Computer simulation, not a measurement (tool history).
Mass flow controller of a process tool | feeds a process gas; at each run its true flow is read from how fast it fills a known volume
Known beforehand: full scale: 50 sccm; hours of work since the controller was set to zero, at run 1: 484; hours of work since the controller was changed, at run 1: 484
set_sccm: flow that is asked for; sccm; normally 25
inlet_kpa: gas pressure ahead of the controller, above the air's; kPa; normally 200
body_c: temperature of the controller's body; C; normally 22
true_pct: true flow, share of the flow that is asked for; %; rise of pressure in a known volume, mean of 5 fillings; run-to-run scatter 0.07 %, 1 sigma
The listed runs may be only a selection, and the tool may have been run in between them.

run,day,set_sccm,inlet_kpa,body_c,hours of work since the controller was set to zero,hours of work since the controller was changed,true_pct
1,0,25,200,22,484,484,98.66
2,5.675,25,200,22,576,576,98.82
3,10.471,25,200,22,653,653,98.75
4,15.971,25,200,22,741,741,98.68
5,21.833,25,168,22,835,835,98.81
6,26.467,25,200,22,909,909,98.62
7,30.512,6,200,22,974,974,96.95
8,37.542,12,178,22,1087,1087,97.87
9,44.312,12,178,22,1196,1196,98.06

Expected results for the next run?
10,53.742,10,185,33,1347,1347,?

{"run 10": {"true_pct": 98.33}}
If the tool had no hidden condition, the same run with the same run-to-run variation would have returned true_pct 99.51 %.
